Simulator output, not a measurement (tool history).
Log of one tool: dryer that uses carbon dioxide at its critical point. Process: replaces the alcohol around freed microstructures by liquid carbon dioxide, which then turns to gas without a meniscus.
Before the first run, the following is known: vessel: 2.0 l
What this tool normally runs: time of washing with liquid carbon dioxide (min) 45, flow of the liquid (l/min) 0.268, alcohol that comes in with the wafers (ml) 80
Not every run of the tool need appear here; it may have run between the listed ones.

run	hour	time of washing with liquid carbon dioxide (min)	flow of the liquid (l/min)	alcohol that comes in with the wafers (ml)	alcohol left in the vessel before it's heated (ppm by volume)
1	0	45	0.268	80	375
2	31	45	0.268	80	380
3	64.8	45	0.268	80	414
4	87.3	45	0.268	80	409
5	122.4	45	0.268	80	428
6	146	49	0.268	80	297
7	166	45	0.268	23	147
8	188.1	45	0.268	23	155
9	213.7	29	0.268	80	2249
10	234.9	29	0.268	80	2188
11	262.6	45	0.268	80	462
12	283.5	29	0.268	80	2285
13	317.8	29	0.268	76	2150
14	352.2	34	0.169	76	4872
15	381.4	34	0.169	76	5041
16	398.8	55	0.17	30	582
# hour 402.9: inlet filter changed
17	427.8	55	0.446	30	34
18	451.4	55	0.446	30	36
19	477.1	36	0.446	30	56
20	506.6	36	0.446	30	37
21	537.7	36	0.446	30	53

5 ways to go on from here, each from the tool as it stands after run 21. What would each give?
A	558.1	36	0.351	30	?
B	558.1	44	0.225	43	?
C	558.1	36	0.446	22	?
D	558.1	31	0.446	41	?
E	558.1	66	0.446	112	?

run	alcohol left in the vessel before it's heated (ppm by volume)
A	99
B	382
C	47
D	90
E	36
The same runs, with their run-to-run variation unchanged, on a tool lacking any hidden condition would have given:
run	alcohol left in the vessel before it's heated (ppm by volume)
A	58
B	306
C	14
D	49
E	7
